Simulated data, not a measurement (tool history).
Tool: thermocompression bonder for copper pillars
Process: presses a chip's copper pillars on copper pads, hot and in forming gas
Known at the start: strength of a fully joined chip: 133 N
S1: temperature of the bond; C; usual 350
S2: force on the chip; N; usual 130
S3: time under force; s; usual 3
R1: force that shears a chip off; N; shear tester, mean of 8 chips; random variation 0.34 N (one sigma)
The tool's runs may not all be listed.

{"run": 1, "hour": 0.0, "S1": 350, "S2": 130, "S3": 3, "R1": 46.2}
{"run": 2, "hour": 44.7, "S1": 350, "S2": 130, "S3": 3, "R1": 45.9}
{"run": 3, "hour": 90.7, "S1": 350, "S2": 130, "S3": 3, "R1": 45.1}
{"run": 4, "hour": 123.0, "S1": 350, "S2": 130, "S3": 3, "R1": 45.2}
{"run": 5, "hour": 152.4, "S1": 338, "S2": 130, "S3": 3, "R1": 39.0}
{"hour": 169.9, "done": "forming gas filter changed"}
{"run": 6, "hour": 208.7, "S1": 338, "S2": 130, "S3": 3, "R1": 41.1}
{"run": 7, "hour": 269.2, "S1": 338, "S2": 130, "S3": 3, "R1": 39.8}
{"run": 8, "hour": 318.3, "S1": 350, "S2": 108, "S3": 3, "R1": 39.0}
{"hour": 337.8, "done": "force cell calibrated"}
{"run": 9, "hour": 357.8, "S1": 350, "S2": 88, "S3": 3, "R1": 30.9}
{"run": 10, "hour": 404.0, "S1": 350, "S2": 88, "S3": 3, "R1": 30.4}
{"run": 11, "hour": 438.5, "S1": 350, "S2": 88, "S3": 3, "R1": 30.3}
{"run": 12, "hour": 469.1, "S1": 350, "S2": 88, "S3": 3, "R1": 30.0}
{"run": 13, "hour": 517.9, "S1": 350, "S2": 130, "S3": 3, "R1": 43.9}
{"run": 14, "hour": 569.3, "S1": 350, "S2": 130, "S3": 3, "R1": 42.6}
{"run": 15, "hour": 602.3, "S1": 350, "S2": 130, "S3": 3, "R1": 42.8}
{"hour": 646.1, "done": "forming gas filter changed"}
{"run": 16, "hour": 647.5, "S1": 350, "S2": 123, "S3": 3, "R1": 42.1}
{"run": 17, "hour": 678.7, "S1": 350, "S2": 107, "S3": 3, "R1": 38.1}
{"hour": 712.4, "done": "force cell calibrated, once more"}
{"run": 18, "hour": 735.4, "S1": 350, "S2": 107, "S3": 3, "R1": 43.1}
{"run": 19, "hour": 779.9, "S1": 350, "S2": 107, "S3": 3, "R1": 41.8}
{"run": 20, "hour": 818.0, "S1": 350, "S2": 101, "S3": 2, "R1": 33.3}
{"run": 21, "hour": 847.1, "S1": 349, "S2": 108, "S3": 4, "R1": 46.3}
{"run": 22, "hour": 874.3, "S1": 329, "S2": 158, "S3": 4, "R1": 52.0}
{"run": 23, "hour": 926.5, "S1": 324, "S2": 158, "S3": 2, "R1": 36.4}
{"run": 24, "hour": 962.1, "S1": 324, "S2": 158, "S3": 2, "R1": 36.6}
{"run": 25, "hour": 1023.0, "S1": 361, "S2": 89, "S3": 2, "R1": 32.8}
{"run": 26, "hour": 1078.7, "S1": 361, "S2": 89, "S3": 2, "R1": 32.6}
{"hour": 1124.1, "done": "forming gas filter changed"}
{"run": 27, "hour": 1131.2, "S1": 344, "S2": 91, "S3": 7, "R1": 48.0}
{"run": 28, "hour": 1171.5, "S1": 344, "S2": 91, "S3": 7, "R1": 47.2}
{"run": 29, "hour": 1203.6, "S1": 350, "S2": 110, "S3": 8, "R1": 62.7}
{"hour": 1240.4, "done": "heater calibrated with a thermocouple chip"}
{"run": 30, "hour": 1240.7, "S1": 367, "S2": 130, "S3": 3, "R1": 55.1}
{"run": 31, "hour": 1302.5, "S1": 362, "S2": 130, "S3": 3, "R1": 51.1}
{"run": 32, "hour": 1365.9, "S1": 359, "S2": 123, "S3": 2, "R1": 39.8}
{"run": 33, "hour": 1425.4, "S1": 346, "S2": 90, "S3": 7, "R1": 42.4}
{"run": 34, "hour": 1474.7, "S1": 380, "S2": 130, "S3": 8, "R1": 82.5}
{"run": 35, "hour": 1502.0, "S1": 380, "S2": 130, "S3": 8, "R1": 83.3}
{"run": 36, "hour": 1543.2, "S1": 380, "S2": 130, "S3": 8, "R1": 82.7}

Forecast each of these 3 alternatives for the next run:
{"run": "A", "hour": 1576.5, "S1": 371, "S2": 130, "S3": 3, "R1": "?"}
{"run": "B", "hour": 1576.5, "S1": 326, "S2": 116, "S3": 3, "R1": "?"}
{"run": "C", "hour": 1576.5, "S1": 346, "S2": 130, "S3": 4, "R1": "?"}

run=A R1=54.9
run=B R1=28.4
run=C R1=46.0
Without the tool's hidden state the same runs would have given:
run=A R1=60.0
run=B R1=31.3
run=C R1=50.5
